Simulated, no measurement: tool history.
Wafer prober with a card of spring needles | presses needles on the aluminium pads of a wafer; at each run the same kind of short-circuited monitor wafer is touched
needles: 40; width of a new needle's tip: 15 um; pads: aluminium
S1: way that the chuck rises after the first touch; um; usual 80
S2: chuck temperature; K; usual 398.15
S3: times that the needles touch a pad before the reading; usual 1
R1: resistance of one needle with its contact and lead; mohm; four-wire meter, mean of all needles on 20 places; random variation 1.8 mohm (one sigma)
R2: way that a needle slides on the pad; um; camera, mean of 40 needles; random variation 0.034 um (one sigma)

| run | hour | S1 | S2 | S3 | R1 | R2 |
|---|---|---|---|---|---|---|
| 1 | 0 | 80 | 398.15 | 1 | 196 | 17.89 |
| 2 | 16.4 | 80 | 398.15 | 1 | 190 | 17.89 |
| 3 | 35 | 80 | 398.15 | 1 | 200 | 17.93 |
| 4 | 46.2 | 80 | 332.15 | 1 | 184 | 17.83 |
| 5 | 57 | 80 | 319.15 | 1 | 186 | 17.86 |
| 6 | 65.8 | 80 | 398.15 | 1 | 193 | 17.88 |
| 7 | 79.7 | 80 | 398.15 | 1 | 191 | 17.83 |
| 8 | 88.1 | 80 | 398.15 | 1 | 200 | 17.9 |
| 9 | 102.9 | 80 | 398.15 | 2 | 190 | 17.85 |
| 10 | 114.3 | 80 | 398.15 | 2 | 194 | 17.85 |
| 11 | 123.7 | 80 | 398.15 | 2 | 192 | 17.79 |
| 12 | 136.1 | 80 | 398.15 | 1 | 202 | 17.79 |
| 13 | 145.8 | 80 | 398.15 | 1 | 193 | 17.81 |
| 14 | 161.6 | 83 | 398.15 | 1 | 199 | 18.51 |
| 15 | 172.3 | 80 | 398.15 | 1 | 196 | 17.83 |
| 16 | 180 | 80 | 398.15 | 1 | 199 | 17.77 |
| 17 | 197 | 80 | 398.15 | 2 | 195 | 17.7 |
| 18 | 211 | 83 | 300.15 | 2 | 175 | 18.39 |
| 19 | 219.4 | 83 | 300.15 | 2 | 177 | 18.39 |
| 20 | 234.5 | 83 | 300.15 | 2 | 175 | 18.36 |
| 21 | 251.3 | 95 | 300.15 | 2 | 172 | 21.06 |
| 22 | 259.8 | 69 | 308.15 | 2 | 180 | 15.24 |
| 23 | 275.8 | 69 | 308.15 | 2 | 175 | 15.2 |
| 24 | 292 | 69 | 362.15 | 1 | 185 | 15.16 |
| 25 | 308.8 | 83 | 331.15 | 2 | 180 | 18.37 |
| 26 | 320 | 80 | 330.15 | 1 | 181 | 17.65 |
| 27 | 327.8 | 80 | 330.15 | 1 | 190 | 17.69 |
| 28 | 341.6 | 75 | 324.15 | 1 | 184 | 16.47 |
| 29 | 356.7 | 90 | 324.15 | 1 | 176 | 19.81 |
| 30 | 367.5 | 85 | 326.15 | 2 | 180 | 18.75 |
| 31 | 379.9 | 85 | 326.15 | 2 | 179 | 18.71 |
| 32 | 396 | 80 | 301.15 | 1 | 170 | 17.64 |
| 33 | 408.7 | 97 | 340.15 | 2 | 182 | 21.43 |
| 34 | 420.2 | 64 | 398.15 | 1 | 196 | 13.98 |

Not shown: 20 entries that the log had between the listed runs. Between which runs, and how does the tool's hidden state differ before and after?
Between runs 1 and 2: tips cleaned on abrasive film (hour 16.4)
  debris on the tips, nm: 54.9 -> 13.6; way that the needles fall short of the set height, um: 0.47 -> 0.53; tips' diameter, um: 15.16 -> 15.19
  measured less the result without the state, R1: +6 -> +1 mohm; R2: -0.11 -> -0.13 um
Between runs 3 and 4: tips cleaned on abrasive film (hour 37.1)
  debris on the tips, nm: 136 -> 96.4; way that the needles fall short of the set height, um: 0.53 -> 0.61; tips' diameter, um: 15.19 -> 15.21
  measured less the result without the state, R1: +14 -> +9 mohm; R2: -0.12 -> -0.14 um
Between runs 5 and 6: tips cleaned on abrasive film (hour 58.3)
  debris on the tips, nm: 143.1 -> 83.1; way that the needles fall short of the set height, um: 0.61 -> 0.68; tips' diameter, um: 15.21 -> 15.24
  measured less the result without the state, R1: +14 -> +8 mohm; R2: -0.14 -> -0.15 um
Between runs 6 and 7: tips cleaned on abrasive film (hour 78.9)
  debris on the tips, nm: 83.1 -> 18.9; way that the needles fall short of the set height, um: 0.68 -> 0.75; tips' diameter, um: 15.24 -> 15.26
  measured less the result without the state, R1: +8 -> +2 mohm; R2: -0.15 -> -0.17 um
Between runs 8 and 9: tips cleaned on abrasive film (hour 100.7)
  debris on the tips, nm: 92.3 -> 33.8; way that the needles fall short of the set height, um: 0.75 -> 0.83; tips' diameter, um: 15.26 -> 15.29
  measured less the result without the state, R1: +10 -> +2 mohm; R2: -0.17 -> -0.18 um
Between runs 10 and 11: tips cleaned on abrasive film (hour 121.4)
  debris on the tips, nm: 113.6 -> 38; way that the needles fall short of the set height, um: 0.83 -> 0.92; tips' diameter, um: 15.29 -> 15.32
  measured less the result without the state, R1: +7 -> +2 mohm; R2: -0.18 -> -0.21 um
Between runs 12 and 13: tips cleaned on abrasive film (hour 142.7)
  debris on the tips, nm: 124.7 -> 45.3; way that the needles fall short of the set height, um: 0.92 -> 0.99; tips' diameter, um: 15.32 -> 15.35
  measured less the result without the state, R1: +13 -> +4 mohm; R2: -0.21 -> -0.23 um
Between runs 14 and 15: tips cleaned on abrasive film (hour 164.1)
  debris on the tips, nm: 138.5 -> 90.5; way that the needles fall short of the set height, um: 0.99 -> 1.08; tips' diameter, um: 15.35 -> 15.38
  measured less the result without the state, R1: +13 -> +9 mohm; R2: -0.22 -> -0.24 um
Between runs 16 and 17: tips cleaned on abrasive film (hour 185.3)
  debris on the tips, nm: 129.6 -> 108; way that the needles fall short of the set height, um: 1.08 -> 1.14; tips' diameter, um: 15.38 -> 15.4
  measured less the result without the state, R1: +13 -> +6 mohm; R2: -0.24 -> -0.26 um
Between runs 17 and 18: tips cleaned on abrasive film (hour 206.5)
  debris on the tips, nm: 108 -> 63.6; way that the needles fall short of the set height, um: 1.14 -> 1.2; tips' diameter, um: 15.4 -> 15.42
  measured less the result without the state, R1: +6 -> +4 mohm; R2: -0.26 -> -0.27 um
Between runs 19 and 20: tips cleaned on abrasive film (hour 227.4)
  debris on the tips, nm: 117.4 -> 80; way that the needles fall short of the set height, um: 1.2 -> 1.27; tips' diameter, um: 15.42 -> 15.45
  measured less the result without the state, R1: +7 -> +4 mohm; R2: -0.27 -> -0.28 um
Between runs 20 and 21: tips cleaned on abrasive film (hour 248.3)
  debris on the tips, nm: 80 -> 46.5; way that the needles fall short of the set height, um: 1.27 -> 1.34; tips' diameter, um: 15.45 -> 15.47
  measured less the result without the state, R1: +4 -> +2 mohm; R2: -0.28 -> -0.3 um
Between runs 22 and 23: tips cleaned on abrasive film (hour 269.5)
  debris on the tips, nm: 107.2 -> 75.3; way that the needles fall short of the set height, um: 1.34 -> 1.41; tips' diameter, um: 15.47 -> 15.49
  measured less the result without the state, R1: +8 -> +5 mohm; R2: -0.3 -> -0.32 um
Between runs 23 and 24: tips cleaned on abrasive film (hour 290.3)
  debris on the tips, nm: 75.3 -> 33.8; way that the needles fall short of the set height, um: 1.41 -> 1.48; tips' diameter, um: 15.49 -> 15.52
  measured less the result without the state, R1: +5 -> +4 mohm; R2: -0.32 -> -0.33 um
Between runs 25 and 26: tips cleaned on abrasive film (hour 311.6)
  debris on the tips, nm: 134.3 -> 87.2; way that the needles fall short of the set height, um: 1.48 -> 1.54; tips' diameter, um: 15.52 -> 15.54
  measured less the result without the state, R1: +7 -> +9 mohm; R2: -0.34 -> -0.35 um
Between runs 27 and 28: tips cleaned on abrasive film (hour 332.5)
  debris on the tips, nm: 126.2 -> 94.9; way that the needles fall short of the set height, um: 1.54 -> 1.63; tips' diameter, um: 15.54 -> 15.57
  measured less the result without the state, R1: +13 -> +11 mohm; R2: -0.34 -> -0.37 um
Between runs 28 and 29: tips cleaned on abrasive film (hour 354.3)
  debris on the tips, nm: 94.9 -> 33; way that the needles fall short of the set height, um: 1.63 -> 1.7; tips' diameter, um: 15.57 -> 15.59
  measured less the result without the state, R1: +11 -> +3 mohm; R2: -0.37 -> -0.38 um
Between runs 30 and 31: tips cleaned on abrasive film (hour 374.9)
  debris on the tips, nm: 113.6 -> 68.5; way that the needles fall short of the set height, um: 1.7 -> 1.79; tips' diameter, um: 15.59 -> 15.63
  measured less the result without the state, R1: +6 -> +4 mohm; R2: -0.38 -> -0.4 um
Between runs 31 and 32: tips cleaned on abrasive film (hour 395.6)
  debris on the tips, nm: 68.5 -> 18.1; way that the needles fall short of the set height, um: 1.79 -> 1.86; tips' diameter, um: 15.63 -> 15.65
  measured less the result without the state, R1: +4 -> +2 mohm; R2: -0.4 -> -0.42 um
Between runs 33 and 34: tips cleaned on abrasive film (hour 416.6)
  debris on the tips, nm: 119.3 -> 50.6; way that the needles fall short of the set height, um: 1.86 -> 1.93; tips' diameter, um: 15.65 -> 15.68
  measured less the result without the state, R1: +7 -> +6 mohm; R2: -0.42 -> -0.44 um
